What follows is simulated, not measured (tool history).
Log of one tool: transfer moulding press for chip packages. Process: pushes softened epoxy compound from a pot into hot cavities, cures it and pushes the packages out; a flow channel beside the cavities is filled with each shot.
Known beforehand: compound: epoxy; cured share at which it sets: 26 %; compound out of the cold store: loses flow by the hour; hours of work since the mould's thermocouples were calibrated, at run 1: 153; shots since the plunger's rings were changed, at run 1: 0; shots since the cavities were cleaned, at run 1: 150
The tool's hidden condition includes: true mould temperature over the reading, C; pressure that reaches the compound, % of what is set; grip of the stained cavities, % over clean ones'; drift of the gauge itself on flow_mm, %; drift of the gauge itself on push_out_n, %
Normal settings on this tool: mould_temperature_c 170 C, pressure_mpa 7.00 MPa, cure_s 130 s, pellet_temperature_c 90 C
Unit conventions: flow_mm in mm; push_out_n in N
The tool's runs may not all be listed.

run,hour,mould_temperature_c,pressure_mpa,cure_s,pellet_temperature_c,hours of work since the mould's thermocouples were calibrated,shots since the plunger's rings were changed,shots since the cavities were cleaned,incoming compound's hours out of the cold store,flow_mm,push_out_n
1,0.0,170,7.00,130,90,153,0,150,36.0,832,714
2,48.7,175,7.00,130,90,179,367,517,24.3,838,788
3,84.7,175,7.00,130,90,198,638,788,46.3,791,891
4,113.5,170,7.00,130,90,214,855,1005,37.7,819,1035
# hour 132.3: cavities cleaned with cleaning compound and waxed
5,157.6,170,7.00,130,89,237,1176,191,15.0,870,1289
6,197.8,170,7.00,130,89,259,1479,494,40.6,809,1220
7,225.6,170,7.00,130,89,273,1688,703,13.1,870,1266
8,274.0,170,7.00,130,89,300,2053,1068,34.1,820,1219
# hour 284.9: cavities cleaned with cleaning compound and waxed
9,310.0,170,7.00,130,89,318,2313,189,37.7,808,710
10,336.5,170,7.00,130,91,333,2513,389,14.3,861,893
# hour 344.7: cavities cleaned with cleaning compound and waxed, once more
# hour 351.1: plunger's sealing rings changed
11,379.7,163,7.00,130,91,354,216,245,42.4,836,1184
12,417.5,163,7.00,130,91,374,501,530,37.8,847,1506
13,453.3,170,7.00,130,90,393,771,800,15.1,873,1047
14,484.6,170,7.00,130,90,410,1006,1035,15.0,869,1157
# hour 499.5: cavities cleaned with cleaning compound and waxed
15,511.8,170,7.00,130,90,424,1200,93,19.1,860,689
16,558.8,172,7.00,130,90,449,1554,447,26.0,833,832
17,608.0,170,6.14,118,90,476,1925,818,22.1,792,1308
18,635.6,170,6.14,118,90,491,2133,1026,40.4,750,1281
# hour 653.2: cavities cleaned with cleaning compound and waxed
19,675.7,170,6.66,130,90,512,2424,170,35.5,791,739
# hour 702.7: plunger's sealing rings changed
20,709.4,170,6.66,130,90,529,51,405,32.3,823,931
21,749.0,170,6.66,130,90,550,349,703,16.6,855,1076
22,788.4,170,6.66,130,90,571,646,1000,43.0,793,1086
# hour 807.6: cavities cleaned with cleaning compound and waxed
23,839.2,170,6.66,130,90,598,1018,239,9.0,868,848
24,887.4,170,8.71,130,90,624,1381,602,29.0,937,976
25,940.0,170,8.71,130,93,652,1777,998,39.6,903,1113
# hour 962.7: cavities cleaned with cleaning compound and waxed
26,986.7,170,7.00,130,86,677,2118,181,23.1,845,783
27,1023.0,177,5.46,130,90,696,2392,455,27.1,719,751
# hour 1053.1: plunger's sealing rings changed
28,1078.7,177,5.46,130,90,725,193,855,26.0,736,894

Predict each of these 3 candidate next runs independently; none follows another, all start after run 28:
A,1114.9,164,5.46,137,90,744,466,1128,45.4,?,?
B,1114.9,177,5.46,131,95,744,466,1128,29.0,?,?
C,1114.9,177,5.46,157,90,744,466,1128,29.1,?,?

run,flow_mm,push_out_n
A,733,1507
B,726,918
C,728,866
Without the tool's hidden state the same runs would have given:
run,flow_mm,push_out_n
A,733,709
B,727,467
C,730,446

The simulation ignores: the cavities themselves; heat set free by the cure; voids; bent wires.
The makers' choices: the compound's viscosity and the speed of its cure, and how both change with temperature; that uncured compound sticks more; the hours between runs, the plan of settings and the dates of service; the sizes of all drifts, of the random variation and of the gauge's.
